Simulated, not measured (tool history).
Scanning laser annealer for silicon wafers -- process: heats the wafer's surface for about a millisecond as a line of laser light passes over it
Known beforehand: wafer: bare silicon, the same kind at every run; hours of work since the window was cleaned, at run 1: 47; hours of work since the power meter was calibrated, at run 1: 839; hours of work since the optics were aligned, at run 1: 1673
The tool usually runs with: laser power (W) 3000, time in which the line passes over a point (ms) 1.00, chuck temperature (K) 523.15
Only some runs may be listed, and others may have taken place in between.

run	day	laser power (W)	time in which the line passes over a point (ms)	chuck temperature (K)	hours of work since the window was cleaned	hours of work since the power meter was calibrated	hours of work since the optics were aligned	highest temperature of the surface (K)
1	0.000	3000	1.00	523.15	47	839	1673	1287.15
2	2.038	3000	1.00	523.15	68	859	1693	1283.15
3	3.100	3000	0.81	523.15	78	869	1704	1220.15
4	5.362	2856	1.00	523.15	101	892	1726	1238.15
5	7.617	2856	1.00	523.15	123	914	1749	1238.15
6	9.879	2856	1.00	523.15	146	937	1771	1237.15
7	11.900	2856	1.00	523.15	166	957	1791	1233.15
8	13.129	2856	1.00	523.15	178	969	1804	1231.15
9	14.758	3000	1.21	523.15	194	985	1820	1333.15
10	15.812	3000	1.21	523.15	205	996	1830	1333.15
11	17.221	3000	1.21	523.15	219	1010	1844	1333.15
12	19.633	3000	1.21	506.15	243	1034	1868	1312.15
# day 20.792: optics aligned, line set to its width
13	21.608	3000	1.21	506.15	260	1051	8	1314.15
14	23.517	3000	1.10	523.15	279	1070	27	1299.15
15	24.829	3000	1.00	523.15	292	1083	40	1264.15
# day 25.062: window over the wafer cleaned
16	26.954	3000	1.00	523.15	19	1104	60	1252.15
17	28.888	2612	1.00	523.15	38	1123	80	1148.15
18	30.900	3000	1.00	523.15	58	1143	100	1250.15
19	32.117	3000	1.00	523.15	70	1155	112	1247.15
20	34.062	3000	1.00	523.15	90	1174	131	1246.15
21	36.054	3000	1.00	523.15	109	1194	151	1242.15
22	38.162	3058	1.00	523.15	130	1215	172	1258.15
# day 38.867: window over the wafer cleaned, once more
23	40.033	3058	1.00	523.15	12	1233	190	1310.15
24	41.783	2841	0.94	523.15	29	1250	207	1229.15
25	43.046	2992	0.96	550.15	42	1263	220	1303.15
26	45.300	3000	1.00	539.15	64	1285	242	1304.15
27	47.379	3074	0.88	523.15	85	1306	263	1266.15
28	48.850	2574	1.00	514.15	99	1320	277	1155.15
29	50.442	2901	0.79	540.15	115	1336	293	1201.15
30	52.296	2901	0.79	540.15	133	1355	311	1201.15
31	53.425	3000	1.14	541.15	145	1366	323	1343.15
32	54.512	2982	1.01	547.15	156	1377	334	1303.15
33	56.071	2982	1.01	547.15	171	1392	349	1294.15
34	58.188	2982	1.11	517.15	192	1413	370	1297.15
35	59.925	3179	1.00	498.15	209	1431	387	1300.15
36	61.017	3000	1.00	562.15	220	1441	398	1310.15
37	63.146	3004	1.12	555.15	241	1463	419	1339.15
38	64.525	3004	0.79	555.15	255	1476	433	1229.15
39	65.829	3004	0.79	555.15	268	1489	446	1227.15
40	67.650	3004	0.79	555.15	286	1507	464	1226.15
41	68.679	2645	1.07	488.15	296	1518	474	1152.15

Results for each run, recomputed without the tool's hidden state and with each run's random variation untouched:
The tool's hidden condition here consists of: light that passes the window, % of a clean one's; laser's true power over the reading, %; width of the line over the set one, %; drift of the gauge itself on peak_c, C.
run	highest temperature of the surface (K)
1	1297.15
2	1296.15
3	1233.15
4	1253.15
5	1255.15
6	1256.15
7	1254.15
8	1254.15
9	1360.15
10	1361.15
11	1363.15
12	1345.15
13	1343.15
14	1329.15
15	1294.15
16	1295.15
17	1186.15
18	1297.15
19	1295.15
20	1296.15
21	1294.15
22	1313.15
23	1311.15
24	1232.15
25	1307.15
26	1311.15
27	1275.15
28	1163.15
29	1212.15
30	1214.15
31	1359.15
32	1320.15
33	1313.15
34	1319.15
35	1324.15
36	1334.15
37	1367.15
38	1254.15
39	1253.15
40	1253.15
41	1180.15

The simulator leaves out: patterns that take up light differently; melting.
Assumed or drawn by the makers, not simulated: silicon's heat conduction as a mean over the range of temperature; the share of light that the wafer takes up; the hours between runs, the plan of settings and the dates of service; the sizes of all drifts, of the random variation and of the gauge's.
